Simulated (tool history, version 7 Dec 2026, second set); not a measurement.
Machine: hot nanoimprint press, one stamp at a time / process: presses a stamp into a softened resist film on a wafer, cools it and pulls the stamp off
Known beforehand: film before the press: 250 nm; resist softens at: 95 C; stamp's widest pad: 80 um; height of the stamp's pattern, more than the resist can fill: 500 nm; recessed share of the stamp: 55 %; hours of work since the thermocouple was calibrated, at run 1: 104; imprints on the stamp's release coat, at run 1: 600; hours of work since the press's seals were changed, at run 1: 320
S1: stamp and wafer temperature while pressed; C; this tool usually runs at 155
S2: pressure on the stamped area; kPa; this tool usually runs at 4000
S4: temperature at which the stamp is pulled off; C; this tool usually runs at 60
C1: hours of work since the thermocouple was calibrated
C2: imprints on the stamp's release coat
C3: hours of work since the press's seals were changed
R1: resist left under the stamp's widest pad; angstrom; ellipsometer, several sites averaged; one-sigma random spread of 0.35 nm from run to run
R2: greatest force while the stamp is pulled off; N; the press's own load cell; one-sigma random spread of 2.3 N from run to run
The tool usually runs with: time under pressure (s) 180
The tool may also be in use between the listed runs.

run 1 hour=0 | S1=155 S2=4000 time_under_pressure_(s)=180 S4=60 | C1=104 C2=600 C3=320 | R1=1176 R2=101
run 2 hour=21.1 | S1=155 S2=2570 time_under_pressure_(s)=180 S4=60 | C1=115 C2=674 C3=331 | R1=1461 R2=100
run 3 hour=36.8 | S1=155 S2=4000 time_under_pressure_(s)=180 S4=48 | C1=124 C2=728 C3=339 | R1=1178 R2=135
run 4 hour=52.2 | S1=155 S2=4000 time_under_pressure_(s)=180 S4=48 | C1=132 C2=782 C3=348 | R1=1174 R2=134
run 5 hour=64.2 | S1=155 S2=4000 time_under_pressure_(s)=180 S4=48 | C1=138 C2=824 C3=354 | R1=1172 R2=140
run 6 hour=81.7 | S1=155 S2=4000 time_under_pressure_(s)=180 S4=48 | C1=148 C2=886 C3=363 | R1=1178 R2=132
run 7 hour=96.9 | S1=155 S2=4000 time_under_pressure_(s)=180 S4=48 | C1=156 C2=939 C3=371 | R1=1174 R2=132
run 8 hour=107.6 | S1=155 S2=4000 time_under_pressure_(s)=180 S4=48 | C1=162 C2=976 C3=377 | R1=1169 R2=133
run 9 hour=130.2 | S1=155 S2=4000 time_under_pressure_(s)=180 S4=48 | C1=174 C2=1056 C3=389 | R1=1179 R2=134
run 10 hour=148.3 | S1=155 S2=4000 time_under_pressure_(s)=180 S4=48 | C1=183 C2=1119 C3=399 | R1=1171 R2=136
run 11 hour=159 | S1=155 S2=2700 time_under_pressure_(s)=180 S4=57 | C1=189 C2=1156 C3=405 | R1=1426 R2=108
run 12 hour=170.7 | S1=155 S2=6290 time_under_pressure_(s)=180 S4=57 | C1=195 C2=1197 C3=411 | R1=924 R2=110
run 13 hour=185.3 | S1=155 S2=6290 time_under_pressure_(s)=180 S4=57 | C1=203 C2=1249 C3=419 | R1=917 R2=109
run 14 hour=194.6 | S1=155 S2=6290 time_under_pressure_(s)=288 S4=58 | C1=208 C2=1281 C3=424 | R1=776 R2=106
run 15 hour=214 | S1=155 S2=4000 time_under_pressure_(s)=180 S4=65 | C1=218 C2=1349 C3=434 | R1=1175 R2=86
run 16 hour=235 | S1=155 S2=4000 time_under_pressure_(s)=180 S4=65 | C1=230 C2=1422 C3=445 | R1=1171 R2=88
run 17 hour=255.3 | S1=148 S2=2800 time_under_pressure_(s)=322 S4=60 | C1=240 C2=1494 C3=456 | R1=1485 R2=103
run 18 hour=269.7 | S1=155 S2=3010 time_under_pressure_(s)=180 S4=60 | C1=248 C2=1544 C3=464 | R1=1361 R2=100
-- hour=291.6 stamp cleaned and given a new release coat
run 19 hour=294.7 | S1=152 S2=2570 time_under_pressure_(s)=112 S4=63 | C1=258 C2=11 C3=474 | R1=1804 R2=95

The next listed run, before its measurement:
run 20 hour=304 | S1=152 S2=2570 time_under_pressure_(s)=112 S4=63 | C1=263 C2=43 C3=479 | R1=? R2=?

R1: 1791 angstrom
R2: 92 N
Minus the tool's unlogged condition, the same run would have read R1 1791 angstrom, R2 92 N.

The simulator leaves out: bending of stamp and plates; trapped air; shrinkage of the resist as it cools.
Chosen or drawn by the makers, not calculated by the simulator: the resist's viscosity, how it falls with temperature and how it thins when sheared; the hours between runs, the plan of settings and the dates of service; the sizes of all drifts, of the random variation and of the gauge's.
